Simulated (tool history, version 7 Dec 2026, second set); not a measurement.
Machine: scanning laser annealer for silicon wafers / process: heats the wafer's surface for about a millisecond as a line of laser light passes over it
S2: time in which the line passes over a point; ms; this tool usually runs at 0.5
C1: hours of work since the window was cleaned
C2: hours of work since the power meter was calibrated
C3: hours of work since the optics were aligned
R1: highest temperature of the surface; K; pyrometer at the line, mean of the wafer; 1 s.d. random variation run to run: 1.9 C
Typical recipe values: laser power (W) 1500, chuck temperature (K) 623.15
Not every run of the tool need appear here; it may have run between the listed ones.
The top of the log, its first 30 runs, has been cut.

run 31 hour=966.8 | laser_power_(W)=1534 S2=0.5 chuck_temperature_(K)=594.15 | C1=737 C2=1517 C3=1517 | R1=1459.15
run 32 hour=984.5 | laser_power_(W)=1310 S2=0.416 chuck_temperature_(K)=624.15 | C1=750 C2=1529 C3=1529 | R1=1296.15
run 33 hour=1019.7 | laser_power_(W)=1592 S2=0.351 chuck_temperature_(K)=623.15 | C1=774 C2=1554 C3=1554 | R1=1379.15
run 34 hour=1048.2 | laser_power_(W)=1592 S2=0.351 chuck_temperature_(K)=623.15 | C1=794 C2=1574 C3=1574 | R1=1378.15
-- hour=1060.8 window over the wafer cleaned
run 35 hour=1087.9 | laser_power_(W)=1500 S2=0.482 chuck_temperature_(K)=650.15 | C1=19 C2=1601 C3=1601 | R1=1484.15
run 36 hour=1125 | laser_power_(W)=1355 S2=0.491 chuck_temperature_(K)=601.15 | C1=45 C2=1627 C3=1627 | R1=1361.15
run 37 hour=1160.6 | laser_power_(W)=1500 S2=0.549 chuck_temperature_(K)=645.15 | C1=70 C2=1652 C3=1652 | R1=1532.15
run 38 hour=1186.5 | laser_power_(W)=1599 S2=0.549 chuck_temperature_(K)=659.15 | C1=89 C2=1670 C3=1670 | R1=1608.15
run 39 hour=1220.2 | laser_power_(W)=1550 S2=0.488 chuck_temperature_(K)=642.15 | C1=112 C2=1694 C3=1694 | R1=1509.15
run 40 hour=1249.9 | laser_power_(W)=1276 S2=0.486 chuck_temperature_(K)=623.15 | C1=133 C2=1715 C3=1715 | R1=1331.15

3 options for the next run, each taken on its own from the tool as it stands now. Forecast them:
run A hour=1270 | laser_power_(W)=1500 S2=0.424 chuck_temperature_(K)=623.15 | C1=147 C2=1729 C3=1729 | R1=?
run B hour=1270 | laser_power_(W)=1284 S2=0.543 chuck_temperature_(K)=623.15 | C1=147 C2=1729 C3=1729 | R1=?
run C hour=1270 | laser_power_(W)=1401 S2=0.469 chuck_temperature_(K)=589.15 | C1=147 C2=1729 C3=1729 | R1=?

run=A R1=1405.15
run=B R1=1372.15
run=C R1=1358.15
Had the tool no hidden state, the same runs would have come out as:
run=A R1=1406.15
run=B R1=1372.15
run=C R1=1358.15

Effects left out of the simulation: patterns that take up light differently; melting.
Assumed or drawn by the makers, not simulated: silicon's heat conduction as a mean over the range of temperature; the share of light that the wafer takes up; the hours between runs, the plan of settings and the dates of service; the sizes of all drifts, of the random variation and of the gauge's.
